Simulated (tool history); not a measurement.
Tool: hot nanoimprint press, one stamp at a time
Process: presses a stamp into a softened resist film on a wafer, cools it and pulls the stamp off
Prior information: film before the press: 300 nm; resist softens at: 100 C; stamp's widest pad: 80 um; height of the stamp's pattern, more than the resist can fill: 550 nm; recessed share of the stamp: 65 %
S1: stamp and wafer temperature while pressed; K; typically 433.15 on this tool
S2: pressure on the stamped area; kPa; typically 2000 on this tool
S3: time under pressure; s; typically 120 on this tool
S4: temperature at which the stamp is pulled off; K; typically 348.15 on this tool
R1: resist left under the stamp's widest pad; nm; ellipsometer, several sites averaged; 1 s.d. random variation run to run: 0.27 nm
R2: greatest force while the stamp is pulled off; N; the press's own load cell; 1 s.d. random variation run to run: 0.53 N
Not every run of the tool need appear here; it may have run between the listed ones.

run,hour,S1,S2,S3,S4,R1,R2
1,0,433.15,2000,120,348.15,124.9,102.5
# hour 7.4: stamp cleaned and given a new release coat
2,15.4,433.15,2000,120,348.15,124.4,102.9
3,24.6,433.15,2000,120,348.15,125.1,102.6
4,29.9,433.15,2000,120,348.15,124.8,102.7
5,37.6,433.15,2000,120,348.15,125.5,102.8
6,43,433.15,2700,120,348.15,106.5,102.4
7,53.1,433.15,2700,118,348.15,107.2,102.2
8,61.5,433.15,2700,118,348.15,107.4,102.7
9,71,433.15,2700,118,348.15,108,102.2
10,77.6,437.15,2000,120,348.15,103.9,102.4
11,82.7,433.15,2000,120,348.15,125.7,103.1
12,91.6,433.15,2000,120,349.15,125.8,100.1
13,101.2,433.15,2000,120,349.15,126.1,99.5
14,105.4,433.15,2000,120,349.15,126.2,100.6
15,114.3,428.15,1780,229,353.15,136.1,91.6
16,122.1,428.15,1780,72,353.15,197.4,91.8
17,132.2,435.15,1740,99,351.15,132.8,96
18,138.3,435.15,1740,99,351.15,132.8,95.8
19,148.6,435.15,1740,99,351.15,132.5,96.3
20,154.6,426.15,2750,120,348.15,153,102.9
21,163.3,439.15,1270,171,353.15,106.7,92.1
22,169.5,439.15,1330,158,353.15,107.5,91.7
# hour 178.9: stamp cleaned and given a new release coat
23,183.5,422.15,1270,120,348.15,242.2,102.4
24,191.4,433.15,2670,212,341.15,87.4,116.9

5 options for the next run, each taken on its own from the tool as it stands now. Forecast them:
# hour 197.7: plate thermocouple calibrated
A,199.7,429.15,1670,212,341.15,?,?
# hour 197.7: plate thermocouple calibrated
B,199.7,433.15,2050,172,343.15,?,?
# hour 197.7: plate thermocouple calibrated
C,199.7,439.15,1470,212,353.15,?,?
# hour 197.7: plate thermocouple calibrated
D,199.7,423.15,1830,141,348.15,?,?
# hour 197.7: plate thermocouple calibrated
E,199.7,433.15,2000,120,352.15,?,?

run,R1,R2
A,139.3,118.3
B,110.3,113.9
C,91.5,90.9
D,200.6,102.2
E,127.6,93.2
Without the tool's hidden state the same runs would have given:
run,R1,R2
A,136.4,118.2
B,108,113.9
C,89.5,90.9
D,196.3,102.1
E,124.9,93.2

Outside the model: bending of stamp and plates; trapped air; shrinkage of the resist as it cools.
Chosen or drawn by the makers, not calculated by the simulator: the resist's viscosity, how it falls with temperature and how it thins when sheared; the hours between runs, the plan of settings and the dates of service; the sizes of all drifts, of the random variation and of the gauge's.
